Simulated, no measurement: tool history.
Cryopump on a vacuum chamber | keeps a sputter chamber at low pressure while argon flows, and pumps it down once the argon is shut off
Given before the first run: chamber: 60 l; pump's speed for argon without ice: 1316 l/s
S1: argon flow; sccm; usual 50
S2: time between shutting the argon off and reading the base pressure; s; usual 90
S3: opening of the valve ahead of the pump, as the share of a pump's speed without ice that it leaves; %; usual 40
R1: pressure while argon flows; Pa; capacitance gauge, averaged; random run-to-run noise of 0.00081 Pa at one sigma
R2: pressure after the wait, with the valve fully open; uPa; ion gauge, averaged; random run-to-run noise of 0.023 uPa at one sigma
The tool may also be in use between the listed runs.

{"run": 1, "hour": 0.0, "S1": 50, "S2": 90, "S3": 40, "R1": 0.162, "R2": 1.01}
{"run": 2, "hour": 77.2, "S1": 50, "S2": 90, "S3": 40, "R1": 0.1653, "R2": 1.07}
{"run": 3, "hour": 125.0, "S1": 50, "S2": 90, "S3": 40, "R1": 0.1648, "R2": 1.16}
{"run": 4, "hour": 176.2, "S1": 50, "S2": 90, "S3": 40, "R1": 0.166, "R2": 1.18}
{"run": 5, "hour": 248.2, "S1": 50, "S2": 90, "S3": 40, "R1": 0.1695, "R2": 1.23}
{"run": 6, "hour": 337.3, "S1": 50, "S2": 45, "S3": 40, "R1": 0.1703, "R2": 1.93}
{"run": 7, "hour": 386.1, "S1": 50, "S2": 90, "S3": 40, "R1": 0.1702, "R2": 1.37}
{"run": 8, "hour": 432.2, "S1": 50, "S2": 90, "S3": 40, "R1": 0.1723, "R2": 1.5}
{"run": 9, "hour": 519.1, "S1": 50, "S2": 90, "S3": 40, "R1": 0.1757, "R2": 1.57}
{"run": 10, "hour": 583.8, "S1": 50, "S2": 90, "S3": 40, "R1": 0.176, "R2": 1.65}
{"run": 11, "hour": 659.0, "S1": 50, "S2": 82, "S3": 40, "R1": 0.1774, "R2": 1.77}
{"run": 12, "hour": 702.3, "S1": 50, "S2": 82, "S3": 40, "R1": 0.1787, "R2": 1.83}
{"run": 13, "hour": 765.3, "S1": 50, "S2": 82, "S3": 40, "R1": 0.181, "R2": 1.92}
{"run": 14, "hour": 811.3, "S1": 50, "S2": 82, "S3": 40, "R1": 0.184, "R2": 1.99}
{"run": 15, "hour": 850.6, "S1": 50, "S2": 82, "S3": 40, "R1": 0.1842, "R2": 2.06}
{"run": 16, "hour": 929.8, "S1": 50, "S2": 82, "S3": 40, "R1": 0.1868, "R2": 2.16}
{"run": 17, "hour": 995.5, "S1": 50, "S2": 82, "S3": 40, "R1": 0.1611, "R2": 1.79}
{"run": 18, "hour": 1042.7, "S1": 50, "S2": 90, "S3": 24, "R1": 0.2711, "R2": 1.8}
{"run": 19, "hour": 1089.5, "S1": 84, "S2": 90, "S3": 16, "R1": 0.6809, "R2": 1.82}
{"run": 20, "hour": 1168.9, "S1": 50, "S2": 233, "S3": 40, "R1": 0.1653, "R2": 1.56}
{"run": 21, "hour": 1230.7, "S1": 31, "S2": 39, "S3": 47, "R1": 0.0882, "R2": 2.73}
{"run": 22, "hour": 1298.4, "S1": 31, "S2": 39, "S3": 47, "R1": 0.0894, "R2": 2.82}
{"run": 23, "hour": 1374.4, "S1": 31, "S2": 120, "S3": 58, "R1": 0.0746, "R2": 2}
{"run": 24, "hour": 1458.1, "S1": 24, "S2": 24, "S3": 41, "R1": 0.0808, "R2": 3.84}
{"run": 25, "hour": 1519.1, "S1": 24, "S2": 24, "S3": 41, "R1": 0.0816, "R2": 3.88}
{"run": 26, "hour": 1609.7, "S1": 24, "S2": 24, "S3": 41, "R1": 0.083, "R2": 4.02}
{"run": 27, "hour": 1702.7, "S1": 85, "S2": 90, "S3": 44, "R1": 0.2785, "R2": 2.55}
{"run": 28, "hour": 1747.2, "S1": 50, "S2": 83, "S3": 40, "R1": 0.1795, "R2": 2.75}
{"run": 29, "hour": 1795.4, "S1": 50, "S2": 25, "S3": 33, "R1": 0.214, "R2": 4.16}
{"run": 30, "hour": 1871.9, "S1": 50, "S2": 25, "S3": 33, "R1": 0.217, "R2": 4.39}
{"run": 31, "hour": 1923.4, "S1": 50, "S2": 72, "S3": 28, "R1": 0.2525, "R2": 3.19}
{"run": 32, "hour": 2006.8, "S1": 50, "S2": 136, "S3": 40, "R1": 0.1884, "R2": 2.92}
{"run": 33, "hour": 2096.8, "S1": 50, "S2": 137, "S3": 22, "R1": 0.2949, "R2": 2.21}

Taken out of this log: 2 entries between the listed runs. Where each belongs, and how the hidden state differs across it:
Logged between run 16 and run 17: pump warmed up, emptied and cooled again (hour 975.9)
  pump's speed, % of a pump's without ice: 71.3 -> 98.7; cold plate's temperature, K: 12.39 -> 12.4; leak into the chamber, uPa l/s: 1424 -> 1479
  what was measured, less what the result would be without the hidden state, R1: +0.0266 -> +0.0013 Pa; R2: +1.29 -> +0.93 uPa
Logged between run 32 and run 33: pump warmed up, emptied and cooled again (hour 2031.2)
  pump's speed, % of a pump's without ice: 70.8 -> 97.9; cold plate's temperature, K: 12.47 -> 12.48; leak into the chamber, uPa l/s: 2379 -> 2453
  what was measured, less what the result would be without the hidden state, R1: +0.0274 -> +0.002 Pa; R2: +2.32 -> +1.66 uPa
